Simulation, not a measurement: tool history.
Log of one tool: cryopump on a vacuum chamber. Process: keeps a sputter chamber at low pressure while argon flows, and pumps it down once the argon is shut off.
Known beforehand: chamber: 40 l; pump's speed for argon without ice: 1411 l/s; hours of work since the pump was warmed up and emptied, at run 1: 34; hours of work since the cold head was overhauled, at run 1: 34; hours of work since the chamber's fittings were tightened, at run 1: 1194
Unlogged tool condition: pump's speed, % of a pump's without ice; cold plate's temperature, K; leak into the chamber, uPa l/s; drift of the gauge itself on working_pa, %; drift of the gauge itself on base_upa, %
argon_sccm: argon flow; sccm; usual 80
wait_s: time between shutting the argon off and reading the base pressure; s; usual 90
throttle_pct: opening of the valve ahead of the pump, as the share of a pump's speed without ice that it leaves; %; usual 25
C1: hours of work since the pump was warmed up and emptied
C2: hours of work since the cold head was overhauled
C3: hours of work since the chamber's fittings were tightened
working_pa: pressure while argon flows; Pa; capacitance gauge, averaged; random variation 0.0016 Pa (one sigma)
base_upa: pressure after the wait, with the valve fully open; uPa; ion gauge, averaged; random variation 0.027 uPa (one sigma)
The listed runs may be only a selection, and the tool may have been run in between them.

{"run": 1, "hour": 0.0, "argon_sccm": 80, "wait_s": 90, "throttle_pct": 25, "C1": 34, "C2": 34, "C3": 1194, "working_pa": 0.3843, "base_upa": 2.91}
{"run": 2, "hour": 9.3, "argon_sccm": 80, "wait_s": 90, "throttle_pct": 25, "C1": 38, "C2": 38, "C3": 1197, "working_pa": 0.3895, "base_upa": 2.97}
{"run": 3, "hour": 24.4, "argon_sccm": 80, "wait_s": 90, "throttle_pct": 25, "C1": 45, "C2": 45, "C3": 1204, "working_pa": 0.3866, "base_upa": 2.97}
{"run": 4, "hour": 40.2, "argon_sccm": 80, "wait_s": 90, "throttle_pct": 25, "C1": 51, "C2": 51, "C3": 1210, "working_pa": 0.3859, "base_upa": 2.97}
{"run": 5, "hour": 48.7, "argon_sccm": 80, "wait_s": 90, "throttle_pct": 25, "C1": 54, "C2": 54, "C3": 1214, "working_pa": 0.3856, "base_upa": 2.98}
{"run": 6, "hour": 58.7, "argon_sccm": 96, "wait_s": 90, "throttle_pct": 25, "C1": 59, "C2": 59, "C3": 1218, "working_pa": 0.4652, "base_upa": 2.87}
{"run": 7, "hour": 71.5, "argon_sccm": 96, "wait_s": 90, "throttle_pct": 25, "C1": 64, "C2": 64, "C3": 1223, "working_pa": 0.4637, "base_upa": 3.04}
{"run": 8, "hour": 83.8, "argon_sccm": 96, "wait_s": 90, "throttle_pct": 25, "C1": 69, "C2": 69, "C3": 1228, "working_pa": 0.4654, "base_upa": 3.07}
{"run": 9, "hour": 94.2, "argon_sccm": 80, "wait_s": 109, "throttle_pct": 25, "C1": 73, "C2": 73, "C3": 1232, "working_pa": 0.3872, "base_upa": 2.82}
{"run": 10, "hour": 107.1, "argon_sccm": 80, "wait_s": 90, "throttle_pct": 25, "C1": 79, "C2": 79, "C3": 1238, "working_pa": 0.3863, "base_upa": 3.02}
{"run": 11, "hour": 116.1, "argon_sccm": 80, "wait_s": 90, "throttle_pct": 25, "C1": 82, "C2": 82, "C3": 1241, "working_pa": 0.3895, "base_upa": 3.04}
{"run": 12, "hour": 124.4, "argon_sccm": 116, "wait_s": 77, "throttle_pct": 25, "C1": 86, "C2": 86, "C3": 1245, "working_pa": 0.5615, "base_upa": 3.22}
{"run": 13, "hour": 132.6, "argon_sccm": 80, "wait_s": 281, "throttle_pct": 46, "C1": 89, "C2": 89, "C3": 1248, "working_pa": 0.2129, "base_upa": 2.44}
{"run": 14, "hour": 147.2, "argon_sccm": 80, "wait_s": 281, "throttle_pct": 46, "C1": 95, "C2": 95, "C3": 1254, "working_pa": 0.2146, "base_upa": 2.36}
{"run": 15, "hour": 162.2, "argon_sccm": 80, "wait_s": 281, "throttle_pct": 46, "C1": 101, "C2": 101, "C3": 1260, "working_pa": 0.213, "base_upa": 2.4}
{"run": 16, "hour": 172.1, "argon_sccm": 80, "wait_s": 281, "throttle_pct": 46, "C1": 105, "C2": 105, "C3": 1264, "working_pa": 0.2129, "base_upa": 2.44}
{"run": 17, "hour": 180.8, "argon_sccm": 80, "wait_s": 281, "throttle_pct": 46, "C1": 109, "C2": 109, "C3": 1268, "working_pa": 0.2155, "base_upa": 2.46}
{"run": 18, "hour": 194.0, "argon_sccm": 107, "wait_s": 29, "throttle_pct": 46, "C1": 114, "C2": 114, "C3": 1273, "working_pa": 0.2894, "base_upa": 5.32}
{"run": 19, "hour": 201.7, "argon_sccm": 80, "wait_s": 112, "throttle_pct": 33, "C1": 117, "C2": 117, "C3": 1277, "working_pa": 0.2992, "base_upa": 2.86}
{"run": 20, "hour": 209.8, "argon_sccm": 80, "wait_s": 112, "throttle_pct": 33, "C1": 121, "C2": 121, "C3": 1280, "working_pa": 0.2985, "base_upa": 2.99}
{"run": 21, "hour": 225.4, "argon_sccm": 47, "wait_s": 277, "throttle_pct": 20, "C1": 127, "C2": 127, "C3": 1286, "working_pa": 0.2853, "base_upa": 2.52}
{"run": 22, "hour": 236.4, "argon_sccm": 85, "wait_s": 69, "throttle_pct": 52, "C1": 132, "C2": 132, "C3": 1291, "working_pa": 0.2051, "base_upa": 3.52}

Predict each of these 4 candidate next runs independently; none follows another, all start after run 22:
{"run": "A", "hour": 248.1, "argon_sccm": 40, "wait_s": 47, "throttle_pct": 52, "C1": 137, "C2": 137, "C3": 1296, "working_pa": "?", "base_upa": "?"}
{"run": "B", "hour": 248.1, "argon_sccm": 85, "wait_s": 69, "throttle_pct": 50, "C1": 137, "C2": 137, "C3": 1296, "working_pa": "?", "base_upa": "?"}
{"run": "C", "hour": 248.1, "argon_sccm": 84, "wait_s": 26, "throttle_pct": 59, "C1": 137, "C2": 137, "C3": 1296, "working_pa": "?", "base_upa": "?"}
{"run": "D", "hour": 248.1, "argon_sccm": 114, "wait_s": 77, "throttle_pct": 41, "C1": 137, "C2": 137, "C3": 1296, "working_pa": "?", "base_upa": "?"}

run=A working_pa=0.0972 base_upa=4.14
run=B working_pa=0.2132 base_upa=3.56
run=C working_pa=0.1794 base_upa=5.88
run=D working_pa=0.3434 base_upa=3.38
What these runs would have given with no unlogged condition in the tool:
run=A working_pa=0.0931 base_upa=2.17
run=B working_pa=0.2046 base_upa=1.59
run=C working_pa=0.1709 base_upa=3.88
run=D working_pa=0.3319 base_upa=1.44
